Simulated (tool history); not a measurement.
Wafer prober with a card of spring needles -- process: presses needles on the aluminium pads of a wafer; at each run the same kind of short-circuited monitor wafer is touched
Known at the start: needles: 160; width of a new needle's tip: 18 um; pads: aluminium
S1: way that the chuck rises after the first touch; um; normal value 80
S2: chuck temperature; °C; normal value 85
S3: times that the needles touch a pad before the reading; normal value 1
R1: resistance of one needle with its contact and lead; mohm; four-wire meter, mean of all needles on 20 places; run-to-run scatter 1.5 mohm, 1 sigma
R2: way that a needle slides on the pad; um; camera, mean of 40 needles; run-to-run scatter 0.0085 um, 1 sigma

Run 1, hour 0.0: usual settings. Result: R1 135 mohm, R2 17.771 um.
Run 2, hour 12.6: usual settings. Result: R1 137 mohm, R2 17.794 um.
Run 3, hour 31.6: usual settings. Result: R1 136 mohm, R2 17.825 um.
Run 4, hour 53.5: usual settings. Result: R1 135 mohm, R2 17.857 um.
Run 5, hour 64.3: usual settings but S1 69 um. Result: R1 138 mohm, R2 15.402 um.
Run 6, hour 81.8: usual settings but S1 69 um. Result: R1 141 mohm, R2 15.425 um.
Run 7, hour 93.6: usual settings but S1 75 um. Result: R1 137 mohm, R2 16.762 um.
Run 8, hour 111.9: usual settings but S1 70 um. Result: R1 138 mohm, R2 15.652 um.
Run 9, hour 130.1: usual settings but S1 70 um. Result: R1 137 mohm, R2 15.663 um.
Run 10, hour 145.0: usual settings but S2 104 °C. Result: R1 138 mohm, R2 17.935 um.
Run 11, hour 158.9: usual settings but S2 104 °C. Result: R1 139 mohm, R2 17.957 um.
Run 12, hour 176.1: usual settings but S2 104 °C. Result: R1 140 mohm, R2 17.968 um.
Run 13, hour 189.3: usual settings but S2 49 °C. Result: R1 131 mohm, R2 17.970 um.
Run 14, hour 201.2: usual settings but S2 49 °C. Result: R1 133 mohm, R2 17.996 um.
Run 15, hour 214.0: usual settings but S2 49 °C. Result: R1 131 mohm, R2 18.012 um.
Run 16, hour 225.8: usual settings but S2 49 °C. Result: R1 132 mohm, R2 18.016 um.
Run 17, hour 237.4: usual settings but S1 70 um, S2 27 °C, S3 3. Result: R1 128 mohm, R2 15.786 um.
Run 18, hour 250.3: usual settings but S2 27 °C, S3 2. Result: R1 127 mohm, R2 18.043 um.
Run 19, hour 273.3: usual settings but S2 27 °C, S3 2. Result: R1 129 mohm, R2 18.062 um.
Run 20, hour 283.3: usual settings but S2 27 °C, S3 2. Result: R1 127 mohm, R2 18.085 um.
Run 21, hour 296.3: usual settings but S1 62 um. Result: R1 143 mohm, R2 14.023 um.
Run 22, hour 312.5: usual settings but S1 75 um, S2 33 °C. Result: R1 128 mohm, R2 16.993 um.
Run 23, hour 333.7: usual settings but S1 98 um, S2 37 °C. Result: R1 126 mohm, R2 22.219 um.
Run 24, hour 350.3: usual settings but S1 91 um, S3 2. Result: R1 134 mohm, R2 20.646 um.
Run 25, hour 367.9: usual settings but S2 115 °C. Result: R1 141 mohm, R2 18.156 um.
Run 26, hour 391.1: usual settings but S1 81 um, S2 42 °C, S3 3. Result: R1 130 mohm, R2 18.425 um.
Run 27, hour 411.9: usual settings but S1 81 um, S2 42 °C, S3 3. Result: R1 131 mohm, R2 18.454 um.
Run 28, hour 423.8: usual settings but S1 81 um, S2 42 °C, S3 3. Result: R1 130 mohm, R2 18.454 um.
Run 29, hour 437.8: usual settings but S1 83 um, S2 42 °C, S3 2. Result: R1 127 mohm, R2 18.937 um.
Run 30, hour 451.4: usual settings but S2 94 °C, S3 2. Result: R1 137 mohm, R2 18.253 um.
Run 31, hour 466.7: usual settings but S1 100 um, S2 32 °C. Result: R1 127 mohm, R2 22.850 um.
Run 32, hour 480.7: usual settings but S2 53 °C. Result: R1 129 mohm, R2 17.798 um.

Between the runs listed above, the log contained 51 entries, not reproduced here. Where in the sequence does each belong, and how does what the log doesn't record of the tool's condition differ from the listed run before to the listed run after?
Between runs 1 and 2: tips cleaned on abrasive film (hour 2.7); tips cleaned on abrasive film (hour 12.5)
  debris on the tips, nm: 2.5 -> 0.3; drift of the gauge itself on scrub_um, %: 0 -> 0.07
  difference, measured minus the result without the unlogged condition, R2: -0.002 -> +0.011 um
Between runs 2 and 3: tips cleaned on abrasive film (hour 23.2)
  debris on the tips, nm: 0.3 -> 2.4; drift of the gauge itself on scrub_um, %: 0.07 -> 0.19
  difference, measured minus the result without the unlogged condition, R2: +0.011 -> +0.031 um
Between runs 3 and 4: tips cleaned on abrasive film (hour 34.8); height of the first contact set anew (hour 42.5); tips cleaned on abrasive film (hour 46.3)
  debris on the tips, nm: 2.4 -> 2.3; way that the needles fall short of the set height, um: 0.01 -> 0; tips' diameter, um: 18 -> 18.01; drift of the gauge itself on scrub_um, %: 0.19 -> 0.32
  difference, measured minus the result without the unlogged condition, R2: +0.031 -> +0.057 um
Between runs 4 and 5: tips cleaned on abrasive film (hour 57.0)
  drift of the gauge itself on scrub_um, %: 0.32 -> 0.38
  difference, measured minus the result without the unlogged condition, R2: +0.057 -> +0.058 um
Between runs 5 and 6: tips cleaned on abrasive film (hour 67.4); tips cleaned on abrasive film (hour 77.7)
  debris on the tips, nm: 2.3 -> 1.9; drift of the gauge itself on scrub_um, %: 0.38 -> 0.49
  difference, measured minus the result without the unlogged condition, R2: +0.058 -> +0.074 um
Between runs 6 and 7: tips cleaned on abrasive film (hour 87.7)
  debris on the tips, nm: 1.9 -> 2.1; way that the needles fall short of the set height, um: 0 -> 0.01; drift of the gauge itself on scrub_um, %: 0.49 -> 0.56
  difference, measured minus the result without the unlogged condition, R2: +0.074 -> +0.091 um
Between runs 7 and 8: tips cleaned on abrasive film (hour 98.1); tips cleaned on abrasive film (hour 109.7)
  debris on the tips, nm: 2.1 -> 1.4; drift of the gauge itself on scrub_um, %: 0.56 -> 0.67
  difference, measured minus the result without the unlogged condition, R2: +0.091 -> +0.101 um
Between runs 8 and 9: tips cleaned on abrasive film (hour 120.0); tips cleaned on abrasive film (hour 130.1)
  debris on the tips, nm: 1.4 -> 0.3; drift of the gauge itself on scrub_um, %: 0.67 -> 0.78
  difference, measured minus the result without the unlogged condition, R2: +0.101 -> +0.118 um
Between runs 9 and 10: tips cleaned on abrasive film (hour 140.5)
  debris on the tips, nm: 0.3 -> 1.9; drift of the gauge itself on scrub_um, %: 0.78 -> 0.86
  difference, measured minus the result without the unlogged condition, R2: +0.118 -> +0.151 um
Between runs 10 and 11: tips cleaned on abrasive film (hour 151.7); height of the first contact set anew (hour 158.9)
  debris on the tips, nm: 1.9 -> 2.3; way that the needles fall short of the set height, um: 0.01 -> 0; drift of the gauge itself on scrub_um, %: 0.86 -> 0.95
  difference, measured minus the result without the unlogged condition, R2: +0.151 -> +0.169 um
Between runs 11 and 12: tips cleaned on abrasive film (hour 162.5); tips cleaned on abrasive film (hour 172.9)
  debris on the tips, nm: 2.3 -> 1.6; drift of the gauge itself on scrub_um, %: 0.95 -> 1.05
  difference, measured minus the result without the unlogged condition, R2: +0.169 -> +0.186 um
Between runs 12 and 13: tips cleaned on abrasive film (hour 183.0)
  debris on the tips, nm: 1.6 -> 2.2; drift of the gauge itself on scrub_um, %: 1.05 -> 1.13
  difference, measured minus the result without the unlogged condition, R2: +0.186 -> +0.199 um
Between runs 13 and 14: tips cleaned on abrasive film (hour 193.2)
  debris on the tips, nm: 2.2 -> 2.4; way that the needles fall short of the set height, um: 0 -> 0.01; drift of the gauge itself on scrub_um, %: 1.13 -> 1.2
  difference, measured minus the result without the unlogged condition, R2: +0.199 -> +0.212 um
Between runs 14 and 15: tips cleaned on abrasive film (hour 203.6); tips cleaned on abrasive film (hour 213.6)
  debris on the tips, nm: 2.4 -> 0.5; drift of the gauge itself on scrub_um, %: 1.2 -> 1.28
  difference, measured minus the result without the unlogged condition, R2: +0.212 -> +0.225 um
Between runs 15 and 16: tips cleaned on abrasive film (hour 223.6)
  debris on the tips, nm: 0.5 -> 1.3; drift of the gauge itself on scrub_um, %: 1.28 -> 1.35
  difference, measured minus the result without the unlogged condition, R2: +0.225 -> +0.237 um
Between runs 16 and 17: tips cleaned on abrasive film (hour 234.5)
  debris on the tips, nm: 1.3 -> 1.4; drift of the gauge itself on scrub_um, %: 1.35 -> 1.42
  difference, measured minus the result without the unlogged condition, R2: +0.237 -> +0.218 um
Between runs 17 and 18: tips cleaned on abrasive film (hour 245.9)
  debris on the tips, nm: 1.4 -> 1.9; drift of the gauge itself on scrub_um, %: 1.42 -> 1.49
  difference, measured minus the result without the unlogged condition, R2: +0.218 -> +0.263 um
Between runs 18 and 19: tips cleaned on abrasive film (hour 256.8); tips cleaned on abrasive film (hour 267.6)
  debris on the tips, nm: 1.9 -> 2.3; drift of the gauge itself on scrub_um, %: 1.49 -> 1.63
  difference, measured minus the result without the unlogged condition, R2: +0.263 -> +0.287 um
Between runs 19 and 20: height of the first contact set anew (hour 275.1); tips cleaned on abrasive film (hour 279.0)
  debris on the tips, nm: 2.3 -> 2.1; way that the needles fall short of the set height, um: 0.01 -> 0; tips' diameter, um: 18.01 -> 18.02; drift of the gauge itself on scrub_um, %: 1.63 -> 1.69
  difference, measured minus the result without the unlogged condition, R2: +0.287 -> +0.300 um
Between runs 20 and 21: tips cleaned on abrasive film (hour 289.8)
  debris on the tips, nm: 2.1 -> 2.3; drift of the gauge itself on scrub_um, %: 1.69 -> 1.77
  difference, measured minus the result without the unlogged condition, R2: +0.300 -> +0.243 um
Between runs 21 and 22: tips cleaned on abrasive film (hour 300.2); tips cleaned on abrasive film (hour 310.6)
  debris on the tips, nm: 2.3 -> 1.2; way that the needles fall short of the set height, um: 0 -> 0.01; drift of the gauge itself on scrub_um, %: 1.77 -> 1.86
  difference, measured minus the result without the unlogged condition, R2: +0.243 -> +0.310 um
Between runs 22 and 23: tips cleaned on abrasive film (hour 322.0); tips cleaned on abrasive film (hour 332.0)
  debris on the tips, nm: 1.2 -> 1.1; drift of the gauge itself on scrub_um, %: 1.86 -> 1.99
  difference, measured minus the result without the unlogged condition, R2: +0.310 -> +0.432 um
Between runs 23 and 24: tips cleaned on abrasive film (hour 342.3)
  debris on the tips, nm: 1.1 -> 2.3; drift of the gauge itself on scrub_um, %: 1.99 -> 2.09
  difference, measured minus the result without the unlogged condition, R2: +0.432 -> +0.421 um
Between runs 24 and 25: tips cleaned on abrasive film (hour 352.4); tips cleaned on abrasive film (hour 362.0)
  debris on the tips, nm: 2.3 -> 2.2; drift of the gauge itself on scrub_um, %: 2.09 -> 2.19
  difference, measured minus the result without the unlogged condition, R2: +0.421 -> +0.387 um
Between runs 25 and 26: tips cleaned on abrasive film (hour 372.6); tips cleaned on abrasive film (hour 383.9); height of the first contact set anew (hour 391.1)
  debris on the tips, nm: 2.2 -> 2.3; way that the needles fall short of the set height, um: 0.01 -> 0; drift of the gauge itself on scrub_um, %: 2.19 -> 2.33
  difference, measured minus the result without the unlogged condition, R2: +0.387 -> +0.420 um
Between runs 26 and 27: tips cleaned on abrasive film (hour 394.5); tips cleaned on abrasive film (hour 404.6)
  drift of the gauge itself on scrub_um, %: 2.33 -> 2.46
  difference, measured minus the result without the unlogged condition, R2: +0.420 -> +0.442 um
Between runs 27 and 28: tips cleaned on abrasive film (hour 414.7)
  debris on the tips, nm: 2.3 -> 2.5; drift of the gauge itself on scrub_um, %: 2.46 -> 2.53
  difference, measured minus the result without the unlogged condition, R2: +0.442 -> +0.454 um
Between runs 28 and 29: tips cleaned on abrasive film (hour 425.6); tips cleaned on abrasive film (hour 435.5)
  debris on the tips, nm: 2.5 -> 1.3; way that the needles fall short of the set height, um: 0 -> 0.01; drift of the gauge itself on scrub_um, %: 2.53 -> 2.61
  difference, measured minus the result without the unlogged condition, R2: +0.454 -> +0.480 um
Between runs 29 and 30: tips cleaned on abrasive film (hour 446.9)
  debris on the tips, nm: 1.3 -> 1.9; drift of the gauge itself on scrub_um, %: 2.61 -> 2.69
  difference, measured minus the result without the unlogged condition, R2: +0.480 -> +0.477 um
Between runs 30 and 31: tips cleaned on abrasive film (hour 456.5); tips cleaned on abrasive film (hour 466.4)
  debris on the tips, nm: 1.9 -> 0.4; drift of the gauge itself on scrub_um, %: 2.69 -> 2.78
  difference, measured minus the result without the unlogged condition, R2: +0.477 -> +0.616 um
Between runs 31 and 32: gauge calibrated (hour 477.4); tips cleaned on abrasive film (hour 477.5)
  debris on the tips, nm: 0.4 -> 1.8; drift of the gauge itself on scrub_um, %: 2.78 -> 0.02
  difference, measured minus the result without the unlogged condition, R2: +0.616 -> +0.001 um
